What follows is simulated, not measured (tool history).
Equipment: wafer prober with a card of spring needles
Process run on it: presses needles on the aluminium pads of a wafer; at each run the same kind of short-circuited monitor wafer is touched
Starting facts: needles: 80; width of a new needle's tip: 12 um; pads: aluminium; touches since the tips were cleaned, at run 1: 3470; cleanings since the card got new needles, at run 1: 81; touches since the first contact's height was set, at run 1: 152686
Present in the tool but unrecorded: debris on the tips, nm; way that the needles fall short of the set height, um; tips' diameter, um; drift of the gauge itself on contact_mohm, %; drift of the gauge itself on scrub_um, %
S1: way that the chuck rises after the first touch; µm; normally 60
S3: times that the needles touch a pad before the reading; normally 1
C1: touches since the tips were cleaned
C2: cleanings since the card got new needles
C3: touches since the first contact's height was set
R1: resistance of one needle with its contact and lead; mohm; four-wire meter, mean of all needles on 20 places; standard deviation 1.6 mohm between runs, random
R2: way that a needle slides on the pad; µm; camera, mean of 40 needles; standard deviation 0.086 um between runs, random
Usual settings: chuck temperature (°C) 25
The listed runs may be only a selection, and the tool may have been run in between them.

Run 1, hour 0.0: usual settings; C1 3470; C2 81; C3 152686. Result: R1 248 mohm, R2 12.28 µm.
At hour 1.9: tips cleaned on abrasive film.
At hour 16.5: tips cleaned on abrasive film.
Run 2, hour 25.8: usual settings; C1 2387; C2 83; C3 159248. Result: R1 237 mohm, R2 11.91 µm.
At hour 31.2: tips cleaned on abrasive film.
At hour 47.7: tips cleaned on abrasive film.
Run 3, hour 54.6: usual settings; C1 1774; C2 85; C3 166609. Result: R1 221 mohm, R2 11.83 µm.
At hour 63.3: tips cleaned on abrasive film.
At hour 79.3: tips cleaned on abrasive film, once more.
Run 4, hour 91.1: usual settings; C1 3030; C2 87; C3 175929. Result: R1 254 mohm, R2 11.58 µm.
At hour 93.7: tips cleaned on abrasive film.
At hour 108.2: tips cleaned on abrasive film.
At hour 122.4: tips cleaned on abrasive film.
Run 5, hour 125.8: usual settings but chuck temperature (°C) 112; C1 884; C2 90; C3 184755. Result: R1 210 mohm, R2 11.65 µm.
At hour 139.0: tips cleaned on abrasive film.
Run 6, hour 141.1: usual settings but chuck temperature (°C) 112; C1 555; C2 91; C3 188658. Result: R1 203 mohm, R2 11.56 µm.
At hour 154.9: tips cleaned on abrasive film.
Run 7, hour 157.5: usual settings; C1 681; C2 92; C3 192842. Result: R1 195 mohm, R2 11.66 µm.
At hour 170.4: tips cleaned on abrasive film.
At hour 177.1: height of the first contact set anew.
At hour 187.5: tips cleaned on abrasive film.
Run 8, hour 190.2: usual settings but S1 66 µm; C1 690; C2 94; C3 3330. Result: R1 185 mohm, R2 14.15 µm.
At hour 203.7: tips cleaned on abrasive film.
At hour 219.4: tips cleaned on abrasive film.
Run 9, hour 222.7: usual settings but S1 66 µm; C1 854; C2 96; C3 11626. Result: R1 179 mohm, R2 14.34 µm.
At hour 236.5: tips cleaned on abrasive film.
At hour 251.1: tips cleaned on abrasive film.
Run 10, hour 253.2: usual settings but S3 3; C1 531; C2 98; C3 19407. Result: R1 166 mohm, R2 12.99 µm.
At hour 267.5: tips cleaned on abrasive film.
Run 11, hour 268.7: usual settings; C1 304; C2 99; C3 23354. Result: R1 174 mohm, R2 12.91 µm.
At hour 282.9: tips cleaned on abrasive film.
Run 12, hour 291.1: usual settings but chuck temperature (°C) 56; C1 2102; C2 100; C3 29090. Result: R1 222 mohm, R2 12.81 µm.
At hour 299.2: tips cleaned on abrasive film.
Run 13, hour 310.2: usual settings; C1 2830; C2 101; C3 33960. Result: R1 234 mohm, R2 12.84 µm.
At hour 314.4: tips cleaned on abrasive film.
At hour 330.8: tips cleaned on abrasive film.
Run 14, hour 341.6: usual settings; C1 2775; C2 103; C3 41974. Result: R1 238 mohm, R2 12.92 µm.
At hour 346.8: tips cleaned on abrasive film.
At hour 363.2: tips cleaned on abrasive film.
Run 15, hour 368.4: usual settings; C1 1354; C2 105; C3 48809. Result: R1 202 mohm, R2 12.79 µm.
At hour 378.0: tips cleaned on abrasive film.
Run 16, hour 388.8: usual settings but chuck temperature (°C) 101; C1 2777; C2 106; C3 54021. Result: R1 244 mohm, R2 13.08 µm.
At hour 392.3: tips cleaned on abrasive film.
At hour 406.6: tips cleaned on abrasive film.
Run 17, hour 413.4: usual settings but chuck temperature (°C) 101; C1 1743; C2 108; C3 60285. Result: R1 231 mohm, R2 12.63 µm.
At hour 423.1: tips cleaned on abrasive film.
At hour 437.7: tips cleaned on abrasive film.
Run 18, hour 448.7: usual settings but S1 54 µm, S3 2; C1 2813; C2 110; C3 69284. Result: R1 220 mohm, R2 11.50 µm.
At hour 453.7: tips cleaned on abrasive film.
At hour 468.7: tips cleaned on abrasive film.
Run 19, hour 480.5: usual settings but S1 55 µm, S3 3; C1 3013; C2 112; C3 77394. Result: R1 199 mohm, R2 11.64 µm.
At hour 483.1: tips cleaned on abrasive film.
At hour 497.6: tips cleaned on abrasive film.
Run 20, hour 502.3: usual settings but chuck temperature (°C) 89, S3 2; C1 1207; C2 114; C3 82937. Result: R1 199 mohm, R2 12.63 µm.
At hour 512.1: tips cleaned on abrasive film.
Run 21, hour 523.6: usual settings but chuck temperature (°C) 89, S3 2; C1 2963; C2 115; C3 88389. Result: R1 216 mohm, R2 12.80 µm.
At hour 527.0: tips cleaned on abrasive film.
At hour 542.7: tips cleaned on abrasive film.
At hour 557.6: tips cleaned on abrasive film.
Run 22, hour 561.5: usual settings but chuck temperature (°C) 89, S3 2; C1 990; C2 118; C3 98029. Result: R1 195 mohm, R2 12.51 µm.
At hour 573.3: tips cleaned on abrasive film.
At hour 587.6: tips cleaned on abrasive film.
Run 23, hour 588.7: usual settings but S1 48 µm, chuck temperature (°C) 89, S3 2; C1 295; C2 120; C3 104975. Result: R1 199 mohm, R2 9.78 µm.
At hour 603.5: tips cleaned on abrasive film.
Run 24, hour 613.5: usual settings but S1 48 µm, chuck temperature (°C) 89, S3 2; C1 2576; C2 121; C3 111313. Result: R1 239 mohm, R2 9.84 µm.
At hour 619.5: tips cleaned on abrasive film.
Run 25, hour 631.6: usual settings but S1 48 µm, chuck temperature (°C) 119; C1 3109; C2 122; C3 115926. Result: R1 304 mohm, R2 9.90 µm.
At hour 634.7: tips cleaned on abrasive film.
At hour 650.4: tips cleaned on abrasive film.
Run 26, hour 655.5: usual settings but S1 48 µm, chuck temperature (°C) 119; C1 1298; C2 124; C3 122010. Result: R1 252 mohm, R2 9.80 µm.
At hour 664.6: tips cleaned on abrasive film.
At hour 679.9: tips cleaned on abrasive film.
Run 27, hour 679.9: usual settings but S3 3; C1 0; C2 126; C3 128221. Result: R1 162 mohm, R2 12.44 µm.
At hour 694.1: tips cleaned on abrasive film.
Run 28, hour 706.8: usual settings but S3 3; C1 3283; C2 127; C3 135123. Result: R1 196 mohm, R2 12.38 µm.
At hour 710.3: tips cleaned on abrasive film.
At hour 725.4: tips cleaned on abrasive film.
Run 29, hour 732.5: usual settings but chuck temperature (°C) 38, S3 3; C1 1813; C2 129; C3 141649. Result: R1 191 mohm, R2 12.36 µm.
At hour 739.6: tips cleaned on abrasive film.
Run 30, hour 748.2: usual settings but S1 42 µm; C1 2205; C2 130; C3 145663. Result: R1 327 mohm, R2 8.40 µm.
At hour 755.2: tips cleaned on abrasive film.
At hour 771.0: tips cleaned on abrasive film.
Run 31, hour 783.4: usual settings but S1 59 µm; C1 3193; C2 132; C3 154647. Result: R1 261 mohm, R2 11.98 µm.

Entry by entry between the runs, the difference in hidden state between the last listed run before and the first listed run after:
Run 1 -> run 2: tips cleaned on abrasive film (hour 1.9); tips cleaned on abrasive film (hour 16.5)
  debris on the tips, nm: 58 -> 43.3; way that the needles fall short of the set height, um: 3.56 -> 5.84; tips' diameter, um: 14.67 -> 15.47
  difference, measured minus the result without the unlogged condition, R1: +92 -> +81 mohm; R2: -0.76 -> -1.28 µm
Run 2 -> run 3: tips cleaned on abrasive film (hour 31.2); tips cleaned on abrasive film (hour 47.7)
  debris on the tips, nm: 43.3 -> 32.5; way that the needles fall short of the set height, um: 5.84 -> 6.02; tips' diameter, um: 15.47 -> 15.53
  difference, measured minus the result without the unlogged condition, R1: +81 -> +64 mohm; R2: -1.28 -> -1.32 µm
Run 3 -> run 4: tips cleaned on abrasive film (hour 63.3); tips cleaned on abrasive film, once more (hour 79.3)
  debris on the tips, nm: 32.5 -> 50.4; way that the needles fall short of the set height, um: 6.02 -> 6.26; tips' diameter, um: 15.53 -> 15.61
  difference, measured minus the result without the unlogged condition, R1: +64 -> +97 mohm; R2: -1.32 -> -1.35 µm
Run 4 -> run 5: tips cleaned on abrasive film (hour 93.7); tips cleaned on abrasive film (hour 108.2); tips cleaned on abrasive film (hour 122.4)
  debris on the tips, nm: 50.4 -> 19.6; way that the needles fall short of the set height, um: 6.26 -> 6.56; tips' diameter, um: 15.61 -> 15.72
  difference, measured minus the result without the unlogged condition, R1: +97 -> +38 mohm; R2: -1.35 -> -1.43 µm
Run 5 -> run 6: tips cleaned on abrasive film (hour 139.0)
  debris on the tips, nm: 19.6 -> 15.4; way that the needles fall short of the set height, um: 6.56 -> 6.65; tips' diameter, um: 15.72 -> 15.75
  difference, measured minus the result without the unlogged condition, R1: +38 -> +32 mohm; R2: -1.43 -> -1.44 µm
Run 6 -> run 7: tips cleaned on abrasive film (hour 154.9)
  debris on the tips, nm: 15.4 -> 18.4; way that the needles fall short of the set height, um: 6.65 -> 6.72; tips' diameter, um: 15.75 -> 15.78
  difference, measured minus the result without the unlogged condition, R1: +32 -> +40 mohm; R2: -1.44 -> -1.48 µm
Run 7 -> run 8: tips cleaned on abrasive film (hour 170.4); height of the first contact set anew (hour 177.1); tips cleaned on abrasive film (hour 187.5)
  debris on the tips, nm: 18.4 -> 18.2; way that the needles fall short of the set height, um: 6.72 -> 0.07; tips' diameter, um: 15.78 -> 15.83
  difference, measured minus the result without the unlogged condition, R1: +40 -> +27 mohm; R2: -1.48 -> -0.01 µm
Run 8 -> run 9: tips cleaned on abrasive film (hour 203.7); tips cleaned on abrasive film (hour 219.4)
  debris on the tips, nm: 18.2 -> 19; way that the needles fall short of the set height, um: 0.07 -> 0.27; tips' diameter, um: 15.83 -> 15.9
  difference, measured minus the result without the unlogged condition, R1: +27 -> +28 mohm; R2: -0.01 -> -0.06 µm
Run 9 -> run 10: tips cleaned on abrasive film (hour 236.5); tips cleaned on abrasive film (hour 251.1)
  debris on the tips, nm: 19 -> 13; way that the needles fall short of the set height, um: 0.27 -> 0.47; tips' diameter, um: 15.9 -> 15.97
  difference, measured minus the result without the unlogged condition, R1: +28 -> +11 mohm; R2: -0.06 -> -0.11 µm
Run 10 -> run 11: tips cleaned on abrasive film (hour 267.5)
  debris on the tips, nm: 13 -> 9.7; way that the needles fall short of the set height, um: 0.47 -> 0.56; tips' diameter, um: 15.97 -> 16
  difference, measured minus the result without the unlogged condition, R1: +11 -> +19 mohm; R2: -0.11 -> -0.12 µm
Run 11 -> run 12: tips cleaned on abrasive film (hour 282.9)
  debris on the tips, nm: 9.7 -> 36.7; way that the needles fall short of the set height, um: 0.56 -> 0.67; tips' diameter, um: 16 -> 16.04
  difference, measured minus the result without the unlogged condition, R1: +19 -> +60 mohm; R2: -0.12 -> -0.15 µm
Run 12 -> run 13: tips cleaned on abrasive film (hour 299.2)
  debris on the tips, nm: 36.7 -> 46.9; way that the needles fall short of the set height, um: 0.67 -> 0.77; tips' diameter, um: 16.04 -> 16.07
  difference, measured minus the result without the unlogged condition, R1: +60 -> +79 mohm; R2: -0.15 -> -0.16 µm
Run 13 -> run 14: tips cleaned on abrasive film (hour 314.4); tips cleaned on abrasive film (hour 330.8)
  debris on the tips, nm: 46.9 -> 48.5; way that the needles fall short of the set height, um: 0.77 -> 0.98; tips' diameter, um: 16.07 -> 16.15
  difference, measured minus the result without the unlogged condition, R1: +79 -> +83 mohm; R2: -0.16 -> -0.22 µm
Run 14 -> run 15: tips cleaned on abrasive film (hour 346.8); tips cleaned on abrasive film (hour 363.2)
  debris on the tips, nm: 48.5 -> 25.7; way that the needles fall short of the set height, um: 0.98 -> 1.12; tips' diameter, um: 16.15 -> 16.2
  difference, measured minus the result without the unlogged condition, R1: +83 -> +46 mohm; R2: -0.22 -> -0.24 µm
Run 15 -> run 16: tips cleaned on abrasive film (hour 378.0)
  debris on the tips, nm: 25.7 -> 46.1; way that the needles fall short of the set height, um: 1.12 -> 1.23; tips' diameter, um: 16.2 -> 16.24
  difference, measured minus the result without the unlogged condition, R1: +46 -> +73 mohm; R2: -0.24 -> -0.28 µm
Run 16 -> run 17: tips cleaned on abrasive film (hour 392.3); tips cleaned on abrasive film (hour 406.6)
  debris on the tips, nm: 46.1 -> 38.5; way that the needles fall short of the set height, um: 1.23 -> 1.4; tips' diameter, um: 16.24 -> 16.29
  difference, measured minus the result without the unlogged condition, R1: +73 -> +62 mohm; R2: -0.28 -> -0.30 µm
Run 17 -> run 18: tips cleaned on abrasive film (hour 423.1); tips cleaned on abrasive film (hour 437.7)
  debris on the tips, nm: 38.5 -> 45.5; way that the needles fall short of the set height, um: 1.4 -> 1.61; tips' diameter, um: 16.29 -> 16.37
  difference, measured minus the result without the unlogged condition, R1: +62 -> +61 mohm; R2: -0.30 -> -0.35 µm
Run 18 -> run 19: tips cleaned on abrasive film (hour 453.7); tips cleaned on abrasive film (hour 468.7)
  debris on the tips, nm: 45.5 -> 48.9; way that the needles fall short of the set height, um: 1.61 -> 1.8; tips' diameter, um: 16.37 -> 16.43
  difference, measured minus the result without the unlogged condition, R1: +61 -> +40 mohm; R2: -0.35 -> -0.39 µm
Run 19 -> run 20: tips cleaned on abrasive film (hour 483.1); tips cleaned on abrasive film (hour 497.6)
  debris on the tips, nm: 48.9 -> 25.8; way that the needles fall short of the set height, um: 1.8 -> 1.96; tips' diameter, um: 16.43 -> 16.49
  difference, measured minus the result without the unlogged condition, R1: +40 -> +30 mohm; R2: -0.39 -> -0.42 µm
Run 20 -> run 21: tips cleaned on abrasive film (hour 512.1)
  debris on the tips, nm: 25.8 -> 45; way that the needles fall short of the set height, um: 1.96 -> 2.04; tips' diameter, um: 16.49 -> 16.52
  difference, measured minus the result without the unlogged condition, R1: +30 -> +48 mohm; R2: -0.42 -> -0.44 µm
Run 21 -> run 22: tips cleaned on abrasive film (hour 527.0); tips cleaned on abrasive film (hour 542.7); tips cleaned on abrasive film (hour 557.6)
  debris on the tips, nm: 45 -> 22.5; way that the needles fall short of the set height, um: 2.04 -> 2.32; tips' diameter, um: 16.52 -> 16.62
  difference, measured minus the result without the unlogged condition, R1: +48 -> +27 mohm; R2: -0.44 -> -0.50 µm
Run 22 -> run 23: tips cleaned on abrasive film (hour 573.3); tips cleaned on abrasive film (hour 587.6)
  debris on the tips, nm: 22.5 -> 10.6; way that the needles fall short of the set height, um: 2.32 -> 2.48; tips' diameter, um: 16.62 -> 16.68
  difference, measured minus the result without the unlogged condition, R1: +27 -> +24 mohm; R2: -0.50 -> -0.54 µm
Run 23 -> run 24: tips cleaned on abrasive film (hour 603.5)
  debris on the tips, nm: 10.6 -> 40.3; way that the needles fall short of the set height, um: 2.48 -> 2.6; tips' diameter, um: 16.68 -> 16.72
  difference, measured minus the result without the unlogged condition, R1: +24 -> +68 mohm; R2: -0.54 -> -0.57 µm
Run 24 -> run 25: tips cleaned on abrasive film (hour 619.5)
  debris on the tips, nm: 40.3 -> 49.8; way that the needles fall short of the set height, um: 2.6 -> 2.69; tips' diameter, um: 16.72 -> 16.75
  difference, measured minus the result without the unlogged condition, R1: +68 -> +126 mohm; R2: -0.57 -> -0.58 µm
Run 25 -> run 26: tips cleaned on abrasive film (hour 634.7); tips cleaned on abrasive film (hour 650.4)
  debris on the tips, nm: 49.8 -> 27.5; way that the needles fall short of the set height, um: 2.69 -> 2.9; tips' diameter, um: 16.75 -> 16.82
  difference, measured minus the result without the unlogged condition, R1: +126 -> +75 mohm; R2: -0.58 -> -0.63 µm
Run 26 -> run 27: tips cleaned on abrasive film (hour 664.6); tips cleaned on abrasive film (hour 679.9)
  debris on the tips, nm: 27.5 -> 3; way that the needles fall short of the set height, um: 2.9 -> 3.08; tips' diameter, um: 16.82 -> 16.88
  difference, measured minus the result without the unlogged condition, R1: +75 -> +8 mohm; R2: -0.63 -> -0.67 µm
Run 27 -> run 28: tips cleaned on abrasive film (hour 694.1)
  debris on the tips, nm: 3 -> 50.7; way that the needles fall short of the set height, um: 3.08 -> 3.17; tips' diameter, um: 16.88 -> 16.91
  difference, measured minus the result without the unlogged condition, R1: +8 -> +40 mohm; R2: -0.67 -> -0.69 µm
Run 28 -> run 29: tips cleaned on abrasive film (hour 710.3); tips cleaned on abrasive film (hour 725.4)
  debris on the tips, nm: 50.7 -> 35.4; way that the needles fall short of the set height, um: 3.17 -> 3.37; tips' diameter, um: 16.91 -> 16.98
  difference, measured minus the result without the unlogged condition, R1: +40 -> +30 mohm; R2: -0.69 -> -0.74 µm
Run 29 -> run 30: tips cleaned on abrasive film (hour 739.6)
  debris on the tips, nm: 35.4 -> 40.5; way that the needles fall short of the set height, um: 3.37 -> 3.46; tips' diameter, um: 16.98 -> 17.02
  difference, measured minus the result without the unlogged condition, R1: +30 -> +165 mohm; R2: -0.74 -> -0.75 µm
Run 30 -> run 31: tips cleaned on abrasive film (hour 755.2); tips cleaned on abrasive film (hour 771.0)
  debris on the tips, nm: 40.5 -> 49; way that the needles fall short of the set height, um: 3.46 -> 3.67; tips' diameter, um: 17.02 -> 17.09
  difference, measured minus the result without the unlogged condition, R1: +165 -> +105 mohm; R2: -0.75 -> -0.80 µm
